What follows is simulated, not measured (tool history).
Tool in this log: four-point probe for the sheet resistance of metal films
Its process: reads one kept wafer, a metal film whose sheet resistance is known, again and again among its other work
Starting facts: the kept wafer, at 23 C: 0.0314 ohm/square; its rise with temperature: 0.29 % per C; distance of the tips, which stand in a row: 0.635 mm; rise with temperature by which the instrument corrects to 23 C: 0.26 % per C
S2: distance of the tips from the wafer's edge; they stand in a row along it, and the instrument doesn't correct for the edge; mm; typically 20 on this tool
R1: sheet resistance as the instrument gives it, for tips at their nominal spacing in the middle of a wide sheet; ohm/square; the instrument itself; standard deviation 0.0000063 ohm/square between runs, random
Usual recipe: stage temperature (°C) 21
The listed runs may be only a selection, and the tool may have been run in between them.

{"run": 1, "day": 0.0, "stage temperature (°C)": 21, "S2": 20, "R1": 0.031165}
{"run": 2, "day": 1.188, "stage temperature (°C)": 21, "S2": 20, "R1": 0.031169}
{"run": 3, "day": 2.383, "stage temperature (°C)": 21, "S2": 4, "R1": 0.031578}
{"run": 4, "day": 3.988, "stage temperature (°C)": 22, "S2": 20, "R1": 0.031169}
{"run": 5, "day": 4.767, "stage temperature (°C)": 22, "S2": 20, "R1": 0.031168}
{"run": 6, "day": 6.371, "stage temperature (°C)": 21, "S2": 20, "R1": 0.031162}
{"run": 7, "day": 7.429, "stage temperature (°C)": 21, "S2": 20, "R1": 0.031147}
{"run": 8, "day": 8.838, "stage temperature (°C)": 21, "S2": 20, "R1": 0.031157}
{"run": 9, "day": 10.029, "stage temperature (°C)": 33, "S2": 20, "R1": 0.03127}
{"run": 10, "day": 11.129, "stage temperature (°C)": 33, "S2": 20, "R1": 0.031264}
{"run": 11, "day": 12.304, "stage temperature (°C)": 18, "S2": 20, "R1": 0.031125}
{"run": 12, "day": 13.642, "stage temperature (°C)": 21, "S2": 20, "R1": 0.031153}
{"run": 13, "day": 14.362, "stage temperature (°C)": 22, "S2": 20, "R1": 0.031155}
{"run": 14, "day": 15.338, "stage temperature (°C)": 34, "S2": 38, "R1": 0.031245}
{"run": 15, "day": 16.088, "stage temperature (°C)": 34, "S2": 38, "R1": 0.031263}
{"run": 16, "day": 17.562, "stage temperature (°C)": 19, "S2": 7, "R1": 0.031232}
{"run": 17, "day": 18.275, "stage temperature (°C)": 19, "S2": 3, "R1": 0.031844}
{"run": 18, "day": 19.954, "stage temperature (°C)": 20, "S2": 11, "R1": 0.031174}
{"run": 19, "day": 20.929, "stage temperature (°C)": 20, "S2": 11, "R1": 0.031168}
{"run": 20, "day": 21.817, "stage temperature (°C)": 20, "S2": 11, "R1": 0.031166}
{"run": 21, "day": 22.612, "stage temperature (°C)": 20, "S2": 11, "R1": 0.031163}
{"run": 22, "day": 24.179, "stage temperature (°C)": 26, "S2": 4, "R1": 0.031578}
{"run": 23, "day": 25.25, "stage temperature (°C)": 19, "S2": 9, "R1": 0.031187}
{"run": 24, "day": 26.2, "stage temperature (°C)": 30, "S2": 58, "R1": 0.031195}
{"run": 25, "day": 27.596, "stage temperature (°C)": 30, "S2": 58, "R1": 0.031188}

Predict each of these 3 candidate next runs independently; none follows another, all start after run 25:
{"run": "A", "day": 28.833, "stage temperature (°C)": 30, "S2": 5, "R1": "?"}
{"run": "B", "day": 28.833, "stage temperature (°C)": 32, "S2": 58, "R1": "?"}
{"run": "C", "day": 28.833, "stage temperature (°C)": 24, "S2": 4, "R1": "?"}

run=A R1=0.031456
run=B R1=0.03122
run=C R1=0.031549
What these runs would have given with no unlogged condition in the tool:
run=A R1=0.031731
run=B R1=0.031493
run=C R1=0.031825

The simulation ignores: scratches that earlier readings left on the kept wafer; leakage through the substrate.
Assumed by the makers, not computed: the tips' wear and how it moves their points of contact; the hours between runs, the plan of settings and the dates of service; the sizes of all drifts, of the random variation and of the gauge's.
